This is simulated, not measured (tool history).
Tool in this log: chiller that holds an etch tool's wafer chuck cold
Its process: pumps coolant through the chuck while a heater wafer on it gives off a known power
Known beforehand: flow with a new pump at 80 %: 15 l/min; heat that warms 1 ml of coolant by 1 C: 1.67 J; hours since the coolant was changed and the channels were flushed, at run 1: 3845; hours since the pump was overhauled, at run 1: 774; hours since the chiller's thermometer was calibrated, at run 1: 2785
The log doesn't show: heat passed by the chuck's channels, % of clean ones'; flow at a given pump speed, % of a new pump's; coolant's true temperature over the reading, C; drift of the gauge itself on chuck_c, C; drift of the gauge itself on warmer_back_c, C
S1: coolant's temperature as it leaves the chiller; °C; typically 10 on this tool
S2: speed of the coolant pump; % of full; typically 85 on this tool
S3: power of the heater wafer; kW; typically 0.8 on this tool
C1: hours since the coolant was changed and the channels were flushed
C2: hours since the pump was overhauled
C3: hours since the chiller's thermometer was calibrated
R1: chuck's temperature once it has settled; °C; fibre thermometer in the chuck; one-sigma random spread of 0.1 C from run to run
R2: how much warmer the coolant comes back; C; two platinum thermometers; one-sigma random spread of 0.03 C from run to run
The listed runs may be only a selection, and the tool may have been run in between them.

{"run": 1, "hour": 0.0, "S1": 10, "S2": 85, "S3": 0.8, "C1": 3845, "C2": 774, "C3": 2785, "R1": 16.6, "R2": 1.78}
{"run": 2, "hour": 45.2, "S1": 10, "S2": 85, "S3": 0.8, "C1": 3890, "C2": 820, "C3": 2830, "R1": 16.5, "R2": 1.85}
{"run": 3, "hour": 88.9, "S1": 10, "S2": 85, "S3": 0.8, "C1": 3934, "C2": 863, "C3": 2874, "R1": 16.5, "R2": 1.81}
{"run": 4, "hour": 111.6, "S1": 3, "S2": 85, "S3": 0.8, "C1": 3957, "C2": 886, "C3": 2896, "R1": 9.6, "R2": 1.84}
{"run": 5, "hour": 162.7, "S1": 10, "S2": 85, "S3": 0.8, "C1": 4008, "C2": 937, "C3": 2947, "R1": 16.6, "R2": 1.86}
{"run": 6, "hour": 198.9, "S1": 10, "S2": 85, "S3": 0.8, "C1": 4044, "C2": 973, "C3": 2984, "R1": 16.8, "R2": 1.89}
{"run": 7, "hour": 238.0, "S1": 10, "S2": 85, "S3": 0.8, "C1": 4083, "C2": 1012, "C3": 3023, "R1": 16.6, "R2": 1.88}
{"run": 8, "hour": 269.5, "S1": 17, "S2": 80, "S3": 0.8, "C1": 4114, "C2": 1044, "C3": 3054, "R1": 24.1, "R2": 2.1}
{"run": 9, "hour": 290.7, "S1": 17, "S2": 80, "S3": 0.8, "C1": 4136, "C2": 1065, "C3": 3075, "R1": 24, "R2": 2.06}
{"hour": 300.5, "done": "chiller's thermometer calibrated"}
{"run": 10, "hour": 315.1, "S1": 17, "S2": 80, "S3": 0.8, "C1": 4159, "C2": 1089, "C3": 15, "R1": 24, "R2": 2.13}
{"run": 11, "hour": 356.8, "S1": 17, "S2": 78, "S3": 0.8, "C1": 4201, "C2": 1130, "C3": 56, "R1": 24.2, "R2": 2.13}
{"run": 12, "hour": 388.2, "S1": 17, "S2": 78, "S3": 0.8, "C1": 4232, "C2": 1162, "C3": 88, "R1": 24.1, "R2": 2.15}
{"run": 13, "hour": 434.6, "S1": 17, "S2": 94, "S3": 0.8, "C1": 4279, "C2": 1208, "C3": 134, "R1": 23.1, "R2": 1.83}

Run 14, settings as shown, results not yet in. Your forecast:
{"run": 14, "hour": 475.5, "S1": 17, "S2": 94, "S3": 0.8, "C1": 4319, "C2": 1249, "C3": 175, "R1": "?", "R2": "?"}

Run 14 yielded R1 23.1 °C, R2 1.79 C.
Minus the tool's unlogged condition, the same run would have read R1 23.1 °C, R2 1.55 C.

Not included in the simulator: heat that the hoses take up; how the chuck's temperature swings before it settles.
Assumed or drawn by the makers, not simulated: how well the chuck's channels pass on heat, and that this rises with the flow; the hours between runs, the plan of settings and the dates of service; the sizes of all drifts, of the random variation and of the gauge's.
